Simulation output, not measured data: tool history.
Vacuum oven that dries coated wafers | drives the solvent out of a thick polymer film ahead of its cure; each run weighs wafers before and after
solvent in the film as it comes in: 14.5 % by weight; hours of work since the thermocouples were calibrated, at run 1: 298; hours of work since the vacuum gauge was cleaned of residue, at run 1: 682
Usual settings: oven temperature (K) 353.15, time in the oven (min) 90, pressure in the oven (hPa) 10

run,hour,oven temperature (K),time in the oven (min),pressure in the oven (hPa),hours of work since the thermocouples were calibrated,hours of work since the vacuum gauge was cleaned of residue,solvent left in the film (%)
1,0,353.15,90,10,298,682,3.65
2,27.3,353.15,90,10,310,694,3.63
3,54.6,353.15,90,10,322,705,3.61
4,75.4,353.15,90,10,331,715,3.43
5,96.2,353.15,90,10,340,724,3.57
6,110.3,353.15,90,10,346,730,3.48
7,125.1,353.15,90,10,353,736,3.57
8,140.8,353.15,90,10,360,743,3.58
9,153.8,353.15,90,10,365,749,3.58
10,173.7,353.15,90,10,374,757,3.59
11,191.3,353.15,90,10,382,765,3.51
12,203.8,353.15,90,10,387,770,3.47
13,222.6,344.15,90,10,395,778,6.22
14,249,344.15,90,10,407,790,6.09
15,268,344.15,90,10,415,798,6.15
16,297.6,344.15,90,10,428,811,6.23
17,319.1,344.15,90,10,437,820,6.04
# hour 322.7: vacuum gauge cleaned of residue and calibrated
18,339.3,344.15,90,10,445,7,6.3
19,355.6,344.15,90,10,452,14,6.3
20,373.9,344.15,90,10,460,22,6.26
# hour 382.8: vacuum gauge cleaned of residue and calibrated, once more
21,399,365.15,90,10,471,7,1.25
22,411.8,360.15,51,17.5,476,13,4.09
23,424.8,363.15,95,36.4,482,18,3.9
24,438.1,363.15,95,36.4,487,24,3.9
25,455.8,360.15,83,36.4,495,32,4.84
26,479.3,361.15,61,5.1,505,42,2.15
27,499,350.15,118,8.1,514,50,3.03
28,516.8,347.15,118,8.1,522,58,3.65
29,536.2,347.15,64,8.1,530,67,5.9
30,553.6,367.15,160,10,538,74,0.95
31,568.7,366.15,131,19.5,544,81,1.76
32,596.7,363.15,62,22.2,556,93,3.22
33,609.9,353.15,129,10.3,562,99,2.31
34,632.9,366.15,90,10,572,109,1.09
35,657.1,353.15,90,8.8,583,119,3.09
36,670.8,353.15,90,8.8,589,125,3.12
37,685.5,341.15,119,13.8,595,131,6.55
38,702.8,352.15,136,11.2,602,139,2.6
39,715.5,359.15,90,10,608,145,2.12
40,734.7,353.15,70,10,616,153,4.17
41,764.5,353.15,70,5.7,629,166,3.62
42,789.4,353.15,70,5.7,640,177,3.72

How the hidden state differs across the entries between the runs, from the last listed run before each to the first after it:
Between runs 17 and 18: vacuum gauge cleaned of residue and calibrated (hour 322.7)
  true wafer temperature over the reading, C: 0.36 -> 0.38; true pressure over the reading, kPa: 0.163 -> 0.264
  measured less the result without the state, solvent left in the film (%): +0.13 -> +0.28
Between runs 20 and 21: vacuum gauge cleaned of residue and calibrated, once more (hour 382.8)
  true wafer temperature over the reading, C: 0.41 -> 0.42; true pressure over the reading, kPa: 0.266 -> 0.005
  measured less the result without the state, solvent left in the film (%): +0.27 -> -0.04
